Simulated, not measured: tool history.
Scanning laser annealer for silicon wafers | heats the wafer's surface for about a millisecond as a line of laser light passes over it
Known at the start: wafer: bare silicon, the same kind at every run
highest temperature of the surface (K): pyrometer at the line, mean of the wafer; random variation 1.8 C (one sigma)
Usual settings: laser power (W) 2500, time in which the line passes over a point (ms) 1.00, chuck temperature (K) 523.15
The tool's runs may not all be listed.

run	hour	laser power (W)	time in which the line passes over a point (ms)	chuck temperature (K)	highest temperature of the surface (K)
1	0.0	2500	1.00	523.15	1305.15
# hour 8.8: window over the wafer cleaned
2	35.4	2500	1.00	523.15	1340.15
3	59.8	2500	1.00	523.15	1336.15
4	76.8	2500	1.00	553.15	1367.15
5	108.9	2500	1.00	523.15	1334.15
6	150.5	2272	1.00	523.15	1264.15
7	189.1	2272	1.00	523.15	1264.15
8	222.3	2272	1.00	523.15	1262.15
9	264.5	2150	1.00	523.15	1224.15
10	282.3	2150	0.86	523.15	1178.15
11	299.8	2150	0.86	523.15	1177.15
12	340.9	2500	1.00	523.15	1327.15
13	364.7	2500	1.00	523.15	1325.15
14	398.2	2500	1.00	523.15	1325.15
15	436.9	2500	1.00	501.15	1307.15
16	477.7	2500	1.00	501.15	1303.15
17	498.0	2500	1.00	501.15	1303.15
18	533.8	2198	1.00	544.15	1253.15
19	562.2	2198	1.00	544.15	1256.15
20	592.5	2500	0.97	523.15	1312.15
21	615.6	2693	1.19	523.15	1444.15
22	650.5	2693	0.74	505.15	1256.15
23	691.0	2400	1.07	522.15	1311.15
24	732.5	2400	1.07	522.15	1309.15
25	761.1	2230	0.81	513.15	1166.15
26	779.9	2230	0.81	513.15	1162.15
27	807.3	2183	1.00	523.15	1224.15
28	830.8	2189	1.00	523.15	1220.15
29	862.7	2695	0.76	555.15	1305.15
30	900.0	2569	0.88	524.15	1291.15
31	941.2	2569	0.88	524.15	1287.15
32	976.8	2500	1.00	504.15	1292.15
# hour 989.3: optics aligned, line set to its width
33	1000.0	2382	1.23	493.15	1328.15
34	1042.4	2636	1.02	550.15	1393.15

3 ways to go on from here, each from the tool as it stands after run 34. What would each give?
A	1076.9	2308	1.07	523.15	?
B	1076.9	2173	1.02	544.15	?
C	1076.9	2311	0.76	550.15	?

run	highest temperature of the surface (K)
A	1282.15
B	1247.15
C	1209.15
Without the tool's hidden state the same runs would have given:
run	highest temperature of the surface (K)
A	1302.15
B	1265.15
C	1225.15
